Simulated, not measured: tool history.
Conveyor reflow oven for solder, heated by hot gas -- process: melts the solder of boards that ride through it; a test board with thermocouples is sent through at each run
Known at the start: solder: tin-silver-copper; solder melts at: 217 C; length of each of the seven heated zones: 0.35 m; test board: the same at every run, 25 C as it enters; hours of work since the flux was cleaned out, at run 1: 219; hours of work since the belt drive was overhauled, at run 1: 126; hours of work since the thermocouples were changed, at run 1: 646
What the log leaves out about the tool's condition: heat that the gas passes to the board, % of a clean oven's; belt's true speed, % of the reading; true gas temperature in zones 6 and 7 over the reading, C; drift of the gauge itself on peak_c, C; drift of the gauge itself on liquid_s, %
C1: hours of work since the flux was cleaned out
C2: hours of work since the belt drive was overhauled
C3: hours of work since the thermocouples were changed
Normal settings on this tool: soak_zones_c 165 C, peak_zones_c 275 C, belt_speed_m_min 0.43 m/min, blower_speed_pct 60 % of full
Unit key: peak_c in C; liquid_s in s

{"run": 1, "hour": 0.0, "soak_zones_c": 165, "peak_zones_c": 275, "belt_speed_m_min": 0.43, "blower_speed_pct": 60, "C1": 219, "C2": 126, "C3": 646, "peak_c": 259, "liquid_s": 76.3}
{"run": 2, "hour": 10.1, "soak_zones_c": 165, "peak_zones_c": 275, "belt_speed_m_min": 0.43, "blower_speed_pct": 60, "C1": 224, "C2": 132, "C3": 652, "peak_c": 258.9, "liquid_s": 76}
{"run": 3, "hour": 25.3, "soak_zones_c": 165, "peak_zones_c": 275, "belt_speed_m_min": 0.43, "blower_speed_pct": 60, "C1": 233, "C2": 141, "C3": 660, "peak_c": 259.2, "liquid_s": 75.8}
{"run": 4, "hour": 36.7, "soak_zones_c": 165, "peak_zones_c": 275, "belt_speed_m_min": 0.43, "blower_speed_pct": 60, "C1": 239, "C2": 147, "C3": 667, "peak_c": 259.2, "liquid_s": 76.7}
{"run": 5, "hour": 49.1, "soak_zones_c": 165, "peak_zones_c": 275, "belt_speed_m_min": 0.345, "blower_speed_pct": 60, "C1": 246, "C2": 154, "C3": 674, "peak_c": 264.8, "liquid_s": 102.2}
{"run": 6, "hour": 64.4, "soak_zones_c": 165, "peak_zones_c": 275, "belt_speed_m_min": 0.345, "blower_speed_pct": 60, "C1": 255, "C2": 163, "C3": 682, "peak_c": 265.1, "liquid_s": 102.7}
{"run": 7, "hour": 81.6, "soak_zones_c": 165, "peak_zones_c": 275, "belt_speed_m_min": 0.345, "blower_speed_pct": 60, "C1": 265, "C2": 172, "C3": 692, "peak_c": 264.8, "liquid_s": 102.3}
{"run": 8, "hour": 100.4, "soak_zones_c": 165, "peak_zones_c": 275, "belt_speed_m_min": 0.345, "blower_speed_pct": 60, "C1": 275, "C2": 183, "C3": 703, "peak_c": 265.2, "liquid_s": 102.4}
{"run": 9, "hour": 116.6, "soak_zones_c": 165, "peak_zones_c": 275, "belt_speed_m_min": 0.345, "blower_speed_pct": 60, "C1": 284, "C2": 192, "C3": 712, "peak_c": 264.7, "liquid_s": 102.2}
{"run": 10, "hour": 126.9, "soak_zones_c": 165, "peak_zones_c": 275, "belt_speed_m_min": 0.345, "blower_speed_pct": 60, "C1": 290, "C2": 198, "C3": 718, "peak_c": 264.9, "liquid_s": 102.3}
{"run": 11, "hour": 137.8, "soak_zones_c": 168, "peak_zones_c": 275, "belt_speed_m_min": 0.345, "blower_speed_pct": 60, "C1": 296, "C2": 204, "C3": 724, "peak_c": 264.8, "liquid_s": 103.9}
{"run": 12, "hour": 154.6, "soak_zones_c": 165, "peak_zones_c": 275, "belt_speed_m_min": 0.43, "blower_speed_pct": 60, "C1": 306, "C2": 213, "C3": 733, "peak_c": 258.9, "liquid_s": 76.3}
{"run": 13, "hour": 163.5, "soak_zones_c": 165, "peak_zones_c": 275, "belt_speed_m_min": 0.43, "blower_speed_pct": 60, "C1": 311, "C2": 218, "C3": 738, "peak_c": 259, "liquid_s": 76.2}
{"run": 14, "hour": 173.1, "soak_zones_c": 165, "peak_zones_c": 275, "belt_speed_m_min": 0.43, "blower_speed_pct": 60, "C1": 316, "C2": 224, "C3": 743, "peak_c": 258.8, "liquid_s": 75.5}
{"run": 15, "hour": 192.6, "soak_zones_c": 165, "peak_zones_c": 275, "belt_speed_m_min": 0.43, "blower_speed_pct": 60, "C1": 327, "C2": 235, "C3": 754, "peak_c": 258.8, "liquid_s": 75.9}
{"run": 16, "hour": 202.5, "soak_zones_c": 165, "peak_zones_c": 285, "belt_speed_m_min": 0.43, "blower_speed_pct": 60, "C1": 333, "C2": 240, "C3": 760, "peak_c": 267.3, "liquid_s": 82.6}
{"run": 17, "hour": 218.3, "soak_zones_c": 165, "peak_zones_c": 285, "belt_speed_m_min": 0.43, "blower_speed_pct": 60, "C1": 341, "C2": 249, "C3": 769, "peak_c": 268.1, "liquid_s": 82}
{"run": 18, "hour": 236.8, "soak_zones_c": 170, "peak_zones_c": 289, "belt_speed_m_min": 0.43, "blower_speed_pct": 60, "C1": 352, "C2": 260, "C3": 779, "peak_c": 272.2, "liquid_s": 86.5}
{"run": 19, "hour": 247.7, "soak_zones_c": 170, "peak_zones_c": 289, "belt_speed_m_min": 0.43, "blower_speed_pct": 60, "C1": 358, "C2": 266, "C3": 785, "peak_c": 272.1, "liquid_s": 86.9}
{"run": 20, "hour": 261.5, "soak_zones_c": 170, "peak_zones_c": 289, "belt_speed_m_min": 0.43, "blower_speed_pct": 60, "C1": 366, "C2": 273, "C3": 793, "peak_c": 272, "liquid_s": 87.5}

For run 21, what comes out?
{"run": 21, "hour": 281.0, "soak_zones_c": 165, "peak_zones_c": 265, "belt_speed_m_min": 0.393, "blower_speed_pct": 60, "C1": 377, "C2": 284, "C3": 804, "peak_c": "?", "liquid_s": "?"}

Run 21 came out at peak_c 252.2 C, liquid_s 78.5 s.
Take away the tool's hidden state, keep the run-to-run variation as it was, and the same run would have given peak_c 254.5 C, liquid_s 80.4 s.

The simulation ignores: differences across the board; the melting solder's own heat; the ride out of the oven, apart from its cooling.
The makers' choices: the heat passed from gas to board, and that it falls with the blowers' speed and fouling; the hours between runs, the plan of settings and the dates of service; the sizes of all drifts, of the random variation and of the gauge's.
